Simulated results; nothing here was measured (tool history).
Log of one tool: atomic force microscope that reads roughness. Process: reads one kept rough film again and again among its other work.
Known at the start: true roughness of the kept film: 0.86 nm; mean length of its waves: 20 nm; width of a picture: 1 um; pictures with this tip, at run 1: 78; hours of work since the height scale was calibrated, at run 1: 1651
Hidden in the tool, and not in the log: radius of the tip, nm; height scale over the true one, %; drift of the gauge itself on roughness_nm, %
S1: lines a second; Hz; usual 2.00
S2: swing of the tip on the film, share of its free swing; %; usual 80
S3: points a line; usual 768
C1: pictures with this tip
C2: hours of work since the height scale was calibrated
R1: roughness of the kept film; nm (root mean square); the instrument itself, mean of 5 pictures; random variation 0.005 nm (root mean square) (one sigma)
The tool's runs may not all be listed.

run,day,S1,S2,S3,C1,C2,R1
1,0.000,2.00,80,768,78,1651,0.680
2,1.354,2.00,80,768,115,1675,0.640
3,2.562,2.00,80,768,148,1696,0.624
# day 2.867: new tip fitted
4,3.908,2.00,80,768,28,1719,0.720
5,6.521,2.16,80,768,100,1765,0.641
# day 8.612: new tip fitted
6,9.188,2.16,80,768,15,1811,0.722
7,10.396,2.00,80,329,48,1832,0.673
8,11.908,2.00,80,329,90,1858,0.632
9,13.208,2.00,80,329,125,1881,0.618
# day 14.421: new tip fitted
10,14.521,2.00,80,329,3,1903,0.716
11,16.358,1.19,72,694,53,1935,0.746
12,18.850,1.10,57,322,121,1979,0.682
# day 20.150: new tip fitted
13,21.304,1.17,69,274,32,2021,0.739
14,23.346,2.00,88,935,87,2057,0.631
15,25.175,1.34,56,901,138,2089,0.674
# day 25.862: new tip fitted
16,27.017,0.51,75,768,31,2121,0.765

5 ways to go on from here, each from the tool as it stands after run 16. What would each give?
A,29.183,2.50,56,768,91,2159,?
B,29.183,1.39,75,627,91,2159,?
C,29.183,0.51,62,648,91,2159,?
D,29.183,2.00,76,768,91,2159,?
E,29.183,2.00,58,768,91,2159,?

run,R1
A,0.702
B,0.689
C,0.717
D,0.676
E,0.711
Without the tool's hidden state the same runs would have given:
run,R1
A,0.778
B,0.763
C,0.795
D,0.748
E,0.787

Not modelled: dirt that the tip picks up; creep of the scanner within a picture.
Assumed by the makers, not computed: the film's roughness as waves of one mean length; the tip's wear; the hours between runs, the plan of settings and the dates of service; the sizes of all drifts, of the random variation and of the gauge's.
